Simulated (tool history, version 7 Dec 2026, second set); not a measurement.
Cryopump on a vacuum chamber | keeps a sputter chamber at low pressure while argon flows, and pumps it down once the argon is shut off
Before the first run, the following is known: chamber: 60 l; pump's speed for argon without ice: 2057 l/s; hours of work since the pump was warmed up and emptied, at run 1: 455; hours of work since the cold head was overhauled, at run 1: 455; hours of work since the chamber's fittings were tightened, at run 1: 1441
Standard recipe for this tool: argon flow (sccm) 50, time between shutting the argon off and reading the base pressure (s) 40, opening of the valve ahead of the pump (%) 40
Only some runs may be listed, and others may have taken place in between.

| run | hour | argon flow (sccm) | time between shutting the argon off and reading the base pressure (s) | opening of the valve ahead of the pump (%) | hours of work since the pump was warmed up and emptied | hours of work since the cold head was overhauled | hours of work since the chamber's fittings were tightened | pressure while argon flows (Pa) | pressure after the wait (uPa) |
|---|---|---|---|---|---|---|---|---|---|
| 1 | 0.0 | 50 | 40 | 40 | 455 | 455 | 1441 | 0.1068 | 2.11 |
| 2 | 23.9 | 50 | 40 | 40 | 469 | 469 | 1455 | 0.1062 | 2.13 |
| 3 | 39.1 | 50 | 40 | 40 | 478 | 478 | 1464 | 0.1071 | 2.07 |
| 4 | 60.9 | 26 | 40 | 40 | 491 | 491 | 1477 | 0.0566 | 2.12 |
| 5 | 82.6 | 26 | 40 | 40 | 504 | 504 | 1490 | 0.0565 | 2.06 |
| 6 | 111.3 | 26 | 40 | 40 | 521 | 521 | 1507 | 0.0567 | 2.13 |
| 7 | 130.0 | 26 | 40 | 40 | 532 | 532 | 1518 | 0.0561 | 2.00 |
| 8 | 162.3 | 50 | 40 | 40 | 551 | 551 | 1537 | 0.1073 | 2.15 |
| 9 | 181.3 | 50 | 40 | 40 | 562 | 562 | 1549 | 0.1076 | 2.09 |
| 10 | 204.6 | 50 | 277 | 40 | 576 | 576 | 1562 | 0.1075 | 0.76 |
| 11 | 235.5 | 50 | 277 | 40 | 594 | 594 | 1581 | 0.1093 | 0.77 |
| 12 | 253.9 | 50 | 277 | 40 | 605 | 605 | 1592 | 0.1084 | 0.79 |
| 13 | 281.6 | 50 | 277 | 40 | 622 | 622 | 1608 | 0.1090 | 0.77 |
| 14 | 309.3 | 50 | 277 | 40 | 638 | 638 | 1624 | 0.1076 | 0.81 |
| 15 | 326.9 | 73 | 67 | 40 | 648 | 648 | 1635 | 0.1593 | 1.47 |
| 16 | 355.1 | 50 | 40 | 29 | 665 | 665 | 1651 | 0.1495 | 2.20 |
| 17 | 381.1 | 68 | 40 | 27 | 680 | 680 | 1667 | 0.2155 | 2.16 |
| 18 | 400.0 | 68 | 40 | 59 | 692 | 692 | 1678 | 0.1035 | 2.20 |
| 19 | 426.6 | 50 | 40 | 34 | 707 | 707 | 1694 | 0.1275 | 2.21 |
| 20 | 453.9 | 50 | 40 | 34 | 724 | 724 | 1710 | 0.1286 | 2.20 |
| 21 | 471.8 | 50 | 40 | 34 | 734 | 734 | 1720 | 0.1272 | 2.23 |
| 22 | 494.3 | 26 | 40 | 34 | 748 | 748 | 1734 | 0.0666 | 2.16 |
| 23 | 511.9 | 26 | 40 | 34 | 758 | 758 | 1744 | 0.0668 | 2.29 |
| 24 | 527.3 | 26 | 23 | 31 | 767 | 767 | 1753 | 0.0730 | 3.43 |
| 25 | 550.7 | 26 | 23 | 31 | 781 | 781 | 1767 | 0.0733 | 3.30 |

Forecast each of these 4 alternatives for the next run:
| A | 576.7 | 26 | 62 | 26 | 796 | 796 | 1783 | ? | ? |
| B | 576.7 | 26 | 199 | 31 | 796 | 796 | 1783 | ? | ? |
| C | 576.7 | 50 | 79 | 26 | 796 | 796 | 1783 | ? | ? |
| D | 576.7 | 26 | 23 | 36 | 796 | 796 | 1783 | ? | ? |

| run | pressure while argon flows (Pa) | pressure after the wait (uPa) |
|---|---|---|
| A | 0.0859 | 1.69 |
| B | 0.0739 | 0.95 |
| C | 0.1667 | 1.46 |
| D | 0.0633 | 3.47 |
Stripped of hidden state, with their random variation kept, the same runs would have yielded:
| run | pressure while argon flows (Pa) | pressure after the wait (uPa) |
|---|---|---|
| A | 0.0818 | 1.20 |
| B | 0.0697 | 0.47 |
| C | 0.1587 | 0.97 |
| D | 0.0592 | 2.98 |
